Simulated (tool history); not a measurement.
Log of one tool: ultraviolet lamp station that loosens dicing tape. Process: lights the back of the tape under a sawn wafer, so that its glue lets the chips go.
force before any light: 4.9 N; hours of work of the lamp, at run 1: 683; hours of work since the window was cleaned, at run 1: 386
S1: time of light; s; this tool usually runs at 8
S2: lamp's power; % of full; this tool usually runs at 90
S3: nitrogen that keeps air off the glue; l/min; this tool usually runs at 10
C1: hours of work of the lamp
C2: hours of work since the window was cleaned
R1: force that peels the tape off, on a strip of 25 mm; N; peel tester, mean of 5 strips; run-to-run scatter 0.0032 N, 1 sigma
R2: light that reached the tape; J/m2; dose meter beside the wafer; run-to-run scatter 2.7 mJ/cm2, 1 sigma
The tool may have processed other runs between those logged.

| run | hour | S1 | S2 | S3 | C1 | C2 | R1 | R2 |
|---|---|---|---|---|---|---|---|---|
| 1 | 0 | 8 | 90 | 10 | 683 | 386 | 0.213 | 2960 |
| 2 | 77.2 | 8 | 90 | 11 | 715 | 418 | 0.205 | 2890 |
| 3 | 113.9 | 10 | 90 | 11 | 731 | 434 | 0.176 | 3610 |
| 4 | 149.4 | 10 | 90 | 11 | 746 | 449 | 0.173 | 3580 |
| 5 | 187.8 | 9 | 90 | 10 | 762 | 465 | 0.193 | 3270 |
|  | 194.3 | window cleaned of glue's vapour |
| 6 | 237.5 | 8 | 90 | 10 | 782 | 18 | 0.207 | 3120 |
| 7 | 292.9 | 8 | 68 | 10 | 806 | 41 | 0.298 | 2340 |
| 8 | 368.6 | 8 | 68 | 10 | 837 | 73 | 0.298 | 2280 |
| 9 | 407.5 | 8 | 76 | 10 | 854 | 89 | 0.256 | 2560 |
| 10 | 464.8 | 8 | 71 | 10 | 878 | 114 | 0.29 | 2380 |

The next listed run, before its measurement:
| 11 | 509.5 | 8 | 71 | 10 | 897 | 132 | ? | ? |

{"run 11": {"R1": 0.293, "R2": 2320}}
Were there no unlogged condition in the tool, this run, its random variation unchanged, would have produced R1 0.225 N, R2 2790 J/m2.

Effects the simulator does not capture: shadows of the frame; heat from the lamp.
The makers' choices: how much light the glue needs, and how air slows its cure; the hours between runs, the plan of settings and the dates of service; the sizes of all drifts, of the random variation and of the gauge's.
